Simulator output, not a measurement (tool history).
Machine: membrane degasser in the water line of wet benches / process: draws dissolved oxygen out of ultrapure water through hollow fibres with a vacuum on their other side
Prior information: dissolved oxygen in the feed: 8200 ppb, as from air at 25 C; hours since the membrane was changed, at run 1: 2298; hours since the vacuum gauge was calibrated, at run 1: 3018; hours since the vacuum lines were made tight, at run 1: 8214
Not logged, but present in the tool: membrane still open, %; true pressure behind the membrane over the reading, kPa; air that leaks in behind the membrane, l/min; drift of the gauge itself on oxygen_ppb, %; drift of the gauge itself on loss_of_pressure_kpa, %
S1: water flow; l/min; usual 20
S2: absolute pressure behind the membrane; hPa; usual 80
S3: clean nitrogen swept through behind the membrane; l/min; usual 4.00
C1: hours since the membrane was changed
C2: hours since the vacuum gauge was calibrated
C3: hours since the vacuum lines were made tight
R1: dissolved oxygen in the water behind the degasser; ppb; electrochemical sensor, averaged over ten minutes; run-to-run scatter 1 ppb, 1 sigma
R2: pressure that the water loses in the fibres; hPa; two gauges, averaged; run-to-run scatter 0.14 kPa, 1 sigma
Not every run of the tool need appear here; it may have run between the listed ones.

Run 1, hour 0.0: usual settings; C1 2298; C2 3018; C3 8214. Result: R1 112.5 ppb, R2 455.4 hPa.
Run 2, hour 108.8: usual settings but S3 6.78 l/min; C1 2407; C2 3127; C3 8323. Result: R1 89.8 ppb, R2 454.4 hPa.
Run 3, hour 234.2: usual settings but S1 16 l/min, S3 6.78 l/min; C1 2532; C2 3253; C3 8448. Result: R1 54.9 ppb, R2 363.5 hPa.
Run 4, hour 384.9: usual settings but S1 16 l/min, S3 6.78 l/min; C1 2683; C2 3403; C3 8599. Result: R1 55.2 ppb, R2 363.1 hPa.
Run 5, hour 468.9: usual settings but S1 16 l/min, S3 6.78 l/min; C1 2767; C2 3487; C3 8683. Result: R1 54.7 ppb, R2 365.0 hPa.
Run 6, hour 606.6: usual settings but S1 16 l/min, S3 6.78 l/min; C1 2904; C2 3625; C3 8821. Result: R1 54.6 ppb, R2 365.1 hPa.
Run 7, hour 771.9: usual settings but S1 16 l/min, S3 6.78 l/min; C1 3070; C2 3790; C3 8986. Result: R1 54.0 ppb, R2 365.8 hPa.
Run 8, hour 935.2: usual settings but S1 16 l/min, S3 6.78 l/min; C1 3233; C2 3954; C3 9149. Result: R1 54.8 ppb, R2 365.3 hPa.

Run 9 has not been measured yet. What should we expect?
Run 9, hour 1092.8: usual settings but S1 16 l/min, S3 6.78 l/min; C1 3391; C2 4111; C3 9307. Result: R1 ?, R2 ?.

Run 9 produced R1 54.1 ppb, R2 364.8 hPa.
Had the tool carried no hidden state, the very same run would have given R1 54.0 ppb, R2 362.9 hPa.
